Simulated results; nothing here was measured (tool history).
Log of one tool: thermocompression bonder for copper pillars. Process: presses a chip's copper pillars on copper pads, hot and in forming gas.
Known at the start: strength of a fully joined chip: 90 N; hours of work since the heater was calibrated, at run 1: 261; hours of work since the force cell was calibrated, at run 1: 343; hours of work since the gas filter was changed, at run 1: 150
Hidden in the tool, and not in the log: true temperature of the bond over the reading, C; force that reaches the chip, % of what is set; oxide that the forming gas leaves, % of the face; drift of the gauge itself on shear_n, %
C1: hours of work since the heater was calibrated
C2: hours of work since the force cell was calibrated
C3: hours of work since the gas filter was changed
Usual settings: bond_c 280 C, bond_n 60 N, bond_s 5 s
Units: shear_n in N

{"run": 1, "hour": 0.0, "bond_c": 280, "bond_n": 60, "bond_s": 5, "C1": 261, "C2": 343, "C3": 150, "shear_n": 55.5}
{"run": 2, "hour": 4.9, "bond_c": 280, "bond_n": 60, "bond_s": 5, "C1": 265, "C2": 346, "C3": 154, "shear_n": 55.3}
{"run": 3, "hour": 13.1, "bond_c": 280, "bond_n": 60, "bond_s": 5, "C1": 270, "C2": 352, "C3": 159, "shear_n": 55.1}
{"run": 4, "hour": 21.0, "bond_c": 305, "bond_n": 60, "bond_s": 5, "C1": 276, "C2": 357, "C3": 165, "shear_n": 66.2}
{"run": 5, "hour": 30.6, "bond_c": 305, "bond_n": 60, "bond_s": 5, "C1": 282, "C2": 364, "C3": 171, "shear_n": 65.4}
{"run": 6, "hour": 35.5, "bond_c": 280, "bond_n": 60, "bond_s": 5, "C1": 286, "C2": 367, "C3": 175, "shear_n": 55.6}
{"run": 7, "hour": 44.0, "bond_c": 280, "bond_n": 60, "bond_s": 5, "C1": 292, "C2": 373, "C3": 181, "shear_n": 55.5}
{"run": 8, "hour": 50.5, "bond_c": 268, "bond_n": 60, "bond_s": 11, "C1": 296, "C2": 378, "C3": 185, "shear_n": 62.9}
{"run": 9, "hour": 56.0, "bond_c": 263, "bond_n": 37, "bond_s": 6, "C1": 300, "C2": 382, "C3": 189, "shear_n": 41.1}
{"run": 10, "hour": 61.9, "bond_c": 257, "bond_n": 66, "bond_s": 6, "C1": 304, "C2": 386, "C3": 193, "shear_n": 49.2}
{"run": 11, "hour": 70.5, "bond_c": 280, "bond_n": 71, "bond_s": 12, "C1": 310, "C2": 392, "C3": 199, "shear_n": 70.8}

Measured less the same run without the tool's hidden state. The same run-to-run variation is in both; the gauge's scatter may not be:
run=1 shear_n=-1.4
run=2 shear_n=-1.4
run=3 shear_n=-1.4
run=4 shear_n=-1.8
run=5 shear_n=-1.9
run=6 shear_n=-1.6
run=7 shear_n=-1.6
run=8 shear_n=-1.8
run=9 shear_n=-1.2
run=10 shear_n=-1.5
run=11 shear_n=-2.4
